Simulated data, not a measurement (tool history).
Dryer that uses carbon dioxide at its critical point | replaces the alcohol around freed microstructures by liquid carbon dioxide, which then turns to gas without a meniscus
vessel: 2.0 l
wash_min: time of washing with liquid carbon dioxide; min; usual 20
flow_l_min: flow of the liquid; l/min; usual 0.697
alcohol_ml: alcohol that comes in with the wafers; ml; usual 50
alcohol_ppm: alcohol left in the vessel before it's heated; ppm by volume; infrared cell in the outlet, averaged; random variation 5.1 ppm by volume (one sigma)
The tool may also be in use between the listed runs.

run   hour  wash_min  flow_l_min  alcohol_ml  alcohol_ppm
  1      0        20       0.697          50          118
  2   12.9        20       0.697          50          101
  3   25.8        19       0.697          50          137
  4   36.4        20       0.697          50          121
  5   50.8        20       0.697          50          113
  6     61        20       0.697          50          117
  7   68.2        20       0.621          50          191
  8   77.2        20       0.697          50          109
  9   86.7        20       0.697          50          114
 10   96.1        20       0.697          50          123
 11  110.7        20       0.697          50          129
 12  119.4        20       0.697          50          125
 13  132.3        20       0.697          50          121
 14  145.3        20       0.697          50          127
 15  159.8        20       0.697          50          125
 16  173.3        20       0.697          50          126
 17  181.1        20       0.697          50          128
 18  194.9        20       0.697          50          129
     205.9  -- inlet filter changed
 19  206.2        20       0.697          50           99
 20  221.7        20       0.697          50          106
 21    231        20       0.697          50           98
 22  239.8        20       0.697          50          104
 23  247.1        20       0.697          50          104
 24    255        20       0.697          50          103
 25  264.5        13       0.697          50          491
 26    273        21       0.966          94           63
 27  287.9        19       1.136          55           55
 28  300.7        19         0.7          21           79
 29  313.6        32       0.423          38           98
 30  324.1        13       0.977          38          119
 31  335.6        13       0.977          38          118
 32  346.2        13       0.977          38          120
 33  359.5        20       0.939          36           56
 34  367.6        21       0.745          44           78
 35  381.2        21       0.745          44           87
 36  394.9        22       0.697          57           84
 37  402.1        22       0.708          28           77
 38  417.1        22       0.489          40          241
 39  424.4        22       0.489          40          243
 40  436.2        25        0.71          35           68
 41  445.2        25       0.697          50           64
 42  452.6        25       0.697          50           79
 43  468.2        15       0.515         101         1869
 44  479.2        15       0.515         101         1850
 45  494.8        14       0.697          29          276
 46  503.5        18       0.642          57          258
 47  517.3        22       0.697          81          112

Forecast each of these 3 alternatives for the next run:
  A  532.9        22       0.583          81            ?
  B  532.9        20       0.439          50            ?
  C  532.9        22       0.697         120            ?

run  alcohol_ppm
  A          214
  B          648
  C          139
Without the tool's hidden state the same runs would have given:
run  alcohol_ppm
  A          140
  B          552
  C           71
